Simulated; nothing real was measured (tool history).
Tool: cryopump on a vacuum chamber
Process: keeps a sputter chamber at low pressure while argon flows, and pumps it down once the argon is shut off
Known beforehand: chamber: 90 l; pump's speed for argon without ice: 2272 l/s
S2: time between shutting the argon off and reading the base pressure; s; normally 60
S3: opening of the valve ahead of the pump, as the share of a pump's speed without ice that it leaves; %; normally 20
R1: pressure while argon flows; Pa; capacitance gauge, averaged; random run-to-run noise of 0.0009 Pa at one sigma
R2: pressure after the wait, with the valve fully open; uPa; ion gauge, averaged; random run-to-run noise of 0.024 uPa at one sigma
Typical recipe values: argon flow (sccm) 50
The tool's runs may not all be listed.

Run 1, day 0: usual settings. Result: R1 0.1931 Pa, R2 1.71 uPa.
Run 2, day 0.467: usual settings. Result: R1 0.1921 Pa, R2 1.73 uPa.
Run 3, day 1.321: usual settings. Result: R1 0.1915 Pa, R2 1.72 uPa.
Run 4, day 1.8: usual settings. Result: R1 0.1932 Pa, R2 1.77 uPa.
Run 5, day 2.246: usual settings but S2 99 s. Result: R1 0.1933 Pa, R2 1.41 uPa.
Run 6, day 2.912: usual settings but S2 99 s. Result: R1 0.1918 Pa, R2 1.44 uPa.
Run 7, day 3.708: usual settings but S2 99 s. Result: R1 0.1921 Pa, R2 1.48 uPa.
Run 8, day 4.767: usual settings but S2 99 s. Result: R1 0.1915 Pa, R2 1.5 uPa.
Run 9, day 5.475: usual settings but S3 31 %. Result: R1 0.1274 Pa, R2 1.76 uPa.
Run 10, day 6.475: usual settings but argon flow (sccm) 22. Result: R1 0.0852 Pa, R2 1.82 uPa.
Run 11, day 7.479: usual settings but argon flow (sccm) 22, S3 17 %. Result: R1 0.099 Pa, R2 1.8 uPa.
Run 12, day 8.442: usual settings but argon flow (sccm) 20, S2 21 s. Result: R1 0.0774 Pa, R2 3.35 uPa.
Run 13, day 9.371: usual settings but argon flow (sccm) 20, S2 21 s. Result: R1 0.0766 Pa, R2 3.15 uPa.
Run 14, day 10.071: usual settings but argon flow (sccm) 20, S2 21 s. Result: R1 0.0785 Pa, R2 3.16 uPa.
Run 15, day 11.117: usual settings but argon flow (sccm) 23. Result: R1 0.0895 Pa, R2 1.76 uPa.
Run 16, day 12.121: usual settings but argon flow (sccm) 62, S2 155 s. Result: R1 0.2402 Pa, R2 1.39 uPa.
Run 17, day 13.004: usual settings but argon flow (sccm) 57, S2 31 s, S3 18 %. Result: R1 0.2455 Pa, R2 2.6 uPa.

Each row is a separate what-if for the run after 17, all from the same tool condition, not one after another. Results?
Run A, day 13.992: usual settings but argon flow (sccm) 60, S2 44 s, S3 18 %. Result: R1 ?, R2 ?.
Run B, day 13.992: usual settings but S2 256 s. Result: R1 ?, R2 ?.
Run C, day 13.992: usual settings but S3 22 %. Result: R1 ?, R2 ?.
Run D, day 13.992: usual settings but S2 59 s. Result: R1 ?, R2 ?.

run      R1    R2
  A  0.2593  2.22
  B  0.1938  1.28
  C   0.179  1.88
  D  0.1952  1.91
With no hidden state in the tool, these same runs would have given:
run      R1    R2
  A  0.2483  1.22
  B  0.1846  0.33
  C  0.1698  0.92
  D   0.186  0.93

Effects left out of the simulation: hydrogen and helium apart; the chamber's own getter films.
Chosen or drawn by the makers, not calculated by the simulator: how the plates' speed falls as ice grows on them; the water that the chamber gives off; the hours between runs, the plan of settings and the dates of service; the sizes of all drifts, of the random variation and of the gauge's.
